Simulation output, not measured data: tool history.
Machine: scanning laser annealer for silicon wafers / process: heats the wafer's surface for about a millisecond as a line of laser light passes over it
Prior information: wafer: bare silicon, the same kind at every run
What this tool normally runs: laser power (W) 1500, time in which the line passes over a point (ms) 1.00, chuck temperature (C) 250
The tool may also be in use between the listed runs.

run   hour  laser power (W)  time in which the line passes over a point (ms)  chuck temperature (C)  highest temperature of the surface (C)
  1    0.0             1500                                             1.00                    250                                     947
  2    5.6             1500                                             1.00                    250                                     944
  3   10.5             1492                                             1.00                    250                                     939
  4   16.3             1492                                             1.00                    250                                     939
  5   22.4             1492                                             1.00                    216                                     904
  6   27.5             1492                                             1.00                    216                                     903
  7   32.4             1500                                             0.78                    250                                     861
  8   39.2             1500                                             0.78                    250                                     862
  9   46.0             1500                                             1.00                    250                                     940
 10   50.1             1500                                             0.97                    250                                     932
 11   54.8             1500                                             0.97                    250                                     934
 12   61.3             1500                                             0.97                    250                                     929
 13   67.4             1431                                             0.75                    250                                     816
 14   73.9             1480                                             0.97                    261                                     931
 15   82.4             1561                                             1.10                    261                                    1021
 16   87.2             1630                                             0.70                    224                                     865
 17   93.8             1500                                             1.00                    288                                     977
 18  100.8             1282                                             1.09                    223                                     813
 19  105.1             1434                                             0.80                    289                                     870
 20  111.3             1434                                             0.80                    289                                     871
 21  120.9             1434                                             1.04                    289                                     956

Here are 5 independent what-if runs from the current tool condition. What would each one return?
  A  127.0             1325                                             1.00                    250                                       ?
  B  127.0             1434                                             1.06                    289                                       ?
  C  127.0             1624                                             0.70                    257                                       ?
  D  127.0             1417                                             1.00                    250                                       ?
  E  127.0             1529                                             1.16                    263                                       ?

run  highest temperature of the surface (C)
  A                                     838
  B                                     958
  C                                     895
  D                                     891
  E                                    1021
Without the tool's hidden state the same runs would have given:
run  highest temperature of the surface (C)
  A                                     863
  B                                     987
  C                                     922
  D                                     918
  E                                    1053

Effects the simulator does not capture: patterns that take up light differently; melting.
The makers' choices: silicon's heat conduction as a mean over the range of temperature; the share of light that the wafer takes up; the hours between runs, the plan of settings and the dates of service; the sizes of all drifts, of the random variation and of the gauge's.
